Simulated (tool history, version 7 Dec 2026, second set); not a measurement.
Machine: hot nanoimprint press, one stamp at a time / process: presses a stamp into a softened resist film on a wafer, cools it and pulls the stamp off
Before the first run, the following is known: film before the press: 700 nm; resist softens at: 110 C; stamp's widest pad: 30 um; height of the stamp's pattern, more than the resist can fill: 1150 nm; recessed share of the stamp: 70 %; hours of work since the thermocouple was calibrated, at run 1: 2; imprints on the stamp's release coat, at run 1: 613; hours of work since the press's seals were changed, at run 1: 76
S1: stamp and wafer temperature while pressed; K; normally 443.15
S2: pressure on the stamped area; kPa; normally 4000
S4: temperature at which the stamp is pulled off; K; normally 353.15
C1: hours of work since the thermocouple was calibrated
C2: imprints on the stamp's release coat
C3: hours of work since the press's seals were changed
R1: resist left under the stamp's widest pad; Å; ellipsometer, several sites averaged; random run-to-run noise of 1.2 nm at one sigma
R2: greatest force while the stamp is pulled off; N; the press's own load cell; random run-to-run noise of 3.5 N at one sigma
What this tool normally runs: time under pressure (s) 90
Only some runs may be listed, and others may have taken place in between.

{"run": 1, "hour": 0.0, "S1": 443.15, "S2": 4000, "time under pressure (s)": 90, "S4": 353.15, "C1": 2, "C2": 613, "C3": 76, "R1": 2630, "R2": 173}
{"run": 2, "hour": 6.5, "S1": 443.15, "S2": 4000, "time under pressure (s)": 90, "S4": 353.15, "C1": 6, "C2": 627, "C3": 80, "R1": 2647, "R2": 170}
{"run": 3, "hour": 14.9, "S1": 443.15, "S2": 4000, "time under pressure (s)": 90, "S4": 353.15, "C1": 11, "C2": 644, "C3": 85, "R1": 2659, "R2": 169}
{"run": 4, "hour": 22.1, "S1": 443.15, "S2": 4000, "time under pressure (s)": 90, "S4": 353.15, "C1": 16, "C2": 658, "C3": 90, "R1": 2652, "R2": 173}
{"run": 5, "hour": 29.0, "S1": 443.15, "S2": 4000, "time under pressure (s)": 90, "S4": 353.15, "C1": 20, "C2": 672, "C3": 94, "R1": 2642, "R2": 170}
{"run": 6, "hour": 33.6, "S1": 443.15, "S2": 4000, "time under pressure (s)": 90, "S4": 353.15, "C1": 23, "C2": 682, "C3": 97, "R1": 2651, "R2": 175}
{"run": 7, "hour": 42.3, "S1": 443.15, "S2": 4000, "time under pressure (s)": 90, "S4": 353.15, "C1": 28, "C2": 699, "C3": 102, "R1": 2636, "R2": 171}
{"run": 8, "hour": 52.1, "S1": 443.15, "S2": 4000, "time under pressure (s)": 90, "S4": 353.15, "C1": 34, "C2": 719, "C3": 108, "R1": 2665, "R2": 171}
{"run": 9, "hour": 63.0, "S1": 443.15, "S2": 4000, "time under pressure (s)": 90, "S4": 353.15, "C1": 41, "C2": 741, "C3": 115, "R1": 2652, "R2": 174}
{"run": 10, "hour": 68.2, "S1": 443.15, "S2": 4000, "time under pressure (s)": 90, "S4": 353.15, "C1": 44, "C2": 752, "C3": 118, "R1": 2670, "R2": 169}
{"hour": 80.5, "done": "stamp cleaned and given a new release coat"}
{"run": 11, "hour": 83.0, "S1": 443.15, "S2": 4000, "time under pressure (s)": 90, "S4": 353.15, "C1": 50, "C2": 5, "C3": 124, "R1": 2673, "R2": 170}
{"run": 12, "hour": 89.9, "S1": 443.15, "S2": 4000, "time under pressure (s)": 48, "S4": 353.15, "C1": 54, "C2": 19, "C3": 128, "R1": 3405, "R2": 172}
{"run": 13, "hour": 98.8, "S1": 443.15, "S2": 4000, "time under pressure (s)": 90, "S4": 353.15, "C1": 59, "C2": 37, "C3": 134, "R1": 2675, "R2": 166}
{"run": 14, "hour": 103.7, "S1": 443.15, "S2": 4000, "time under pressure (s)": 90, "S4": 353.15, "C1": 62, "C2": 47, "C3": 137, "R1": 2697, "R2": 168}
{"run": 15, "hour": 108.8, "S1": 443.15, "S2": 4000, "time under pressure (s)": 89, "S4": 353.15, "C1": 66, "C2": 57, "C3": 140, "R1": 2720, "R2": 170}
{"run": 16, "hour": 118.2, "S1": 453.15, "S2": 4000, "time under pressure (s)": 93, "S4": 358.15, "C1": 71, "C2": 76, "C3": 146, "R1": 1358, "R2": 160}
{"run": 17, "hour": 125.0, "S1": 453.15, "S2": 4000, "time under pressure (s)": 93, "S4": 358.15, "C1": 76, "C2": 90, "C3": 150, "R1": 1363, "R2": 164}
{"run": 18, "hour": 135.8, "S1": 453.15, "S2": 4000, "time under pressure (s)": 93, "S4": 358.15, "C1": 82, "C2": 112, "C3": 157, "R1": 1369, "R2": 156}
{"run": 19, "hour": 145.2, "S1": 435.15, "S2": 4740, "time under pressure (s)": 157, "S4": 341.15, "C1": 88, "C2": 131, "C3": 162, "R1": 3475, "R2": 194}
{"hour": 146.1, "done": "gauge calibrated"}
{"run": 20, "hour": 153.0, "S1": 443.15, "S2": 6360, "time under pressure (s)": 170, "S4": 350.15, "C1": 93, "C2": 147, "C3": 167, "R1": 1614, "R2": 174}
{"run": 21, "hour": 159.0, "S1": 443.15, "S2": 4000, "time under pressure (s)": 122, "S4": 353.15, "C1": 97, "C2": 159, "C3": 171, "R1": 2346, "R2": 165}
{"run": 22, "hour": 167.2, "S1": 443.15, "S2": 3110, "time under pressure (s)": 122, "S4": 353.15, "C1": 102, "C2": 176, "C3": 176, "R1": 2656, "R2": 171}
{"run": 23, "hour": 177.8, "S1": 443.15, "S2": 3910, "time under pressure (s)": 90, "S4": 359.15, "C1": 108, "C2": 197, "C3": 183, "R1": 2676, "R2": 157}
{"run": 24, "hour": 185.6, "S1": 443.15, "S2": 3910, "time under pressure (s)": 90, "S4": 359.15, "C1": 113, "C2": 213, "C3": 187, "R1": 2698, "R2": 160}
{"run": 25, "hour": 191.0, "S1": 443.15, "S2": 4650, "time under pressure (s)": 67, "S4": 338.15, "C1": 116, "C2": 224, "C3": 191, "R1": 2786, "R2": 205}
{"run": 26, "hour": 200.6, "S1": 444.15, "S2": 4000, "time under pressure (s)": 76, "S4": 353.15, "C1": 122, "C2": 244, "C3": 197, "R1": 2662, "R2": 168}
{"run": 27, "hour": 209.4, "S1": 434.15, "S2": 4000, "time under pressure (s)": 90, "S4": 344.15, "C1": 128, "C2": 262, "C3": 202, "R1": 4698, "R2": 192}
{"run": 28, "hour": 218.9, "S1": 438.15, "S2": 2550, "time under pressure (s)": 78, "S4": 339.15, "C1": 134, "C2": 281, "C3": 208, "R1": 4606, "R2": 200}
{"run": 29, "hour": 224.9, "S1": 439.15, "S2": 5650, "time under pressure (s)": 62, "S4": 346.15, "C1": 137, "C2": 293, "C3": 212, "R1": 3427, "R2": 184}
{"run": 30, "hour": 233.9, "S1": 436.15, "S2": 5130, "time under pressure (s)": 60, "S4": 360.15, "C1": 143, "C2": 311, "C3": 217, "R1": 4325, "R2": 154}

What if the next run were any one of these 4? Each begins from the tool's condition after run 30:
{"run": "A", "hour": 243.6, "S1": 436.15, "S2": 5130, "time under pressure (s)": 60, "S4": 344.15, "C1": 149, "C2": 331, "C3": 223, "R1": "?", "R2": "?"}
{"run": "B", "hour": 243.6, "S1": 436.15, "S2": 5130, "time under pressure (s)": 151, "S4": 350.15, "C1": 149, "C2": 331, "C3": 223, "R1": "?", "R2": "?"}
{"run": "C", "hour": 243.6, "S1": 438.15, "S2": 4000, "time under pressure (s)": 125, "S4": 353.15, "C1": 149, "C2": 331, "C3": 223, "R1": "?", "R2": "?"}
{"run": "D", "hour": 243.6, "S1": 434.15, "S2": 4000, "time under pressure (s)": 52, "S4": 348.15, "C1": 149, "C2": 331, "C3": 223, "R1": "?", "R2": "?"}

run=A R1=4323 R2=186
run=B R1=3154 R2=175
run=C R1=3321 R2=175
run=D R1=5331 R2=185
With no hidden state in the tool, these same runs would have given:
run=A R1=4251 R2=185
run=B R1=3100 R2=174
run=C R1=3265 R2=174
run=D R1=5244 R2=184
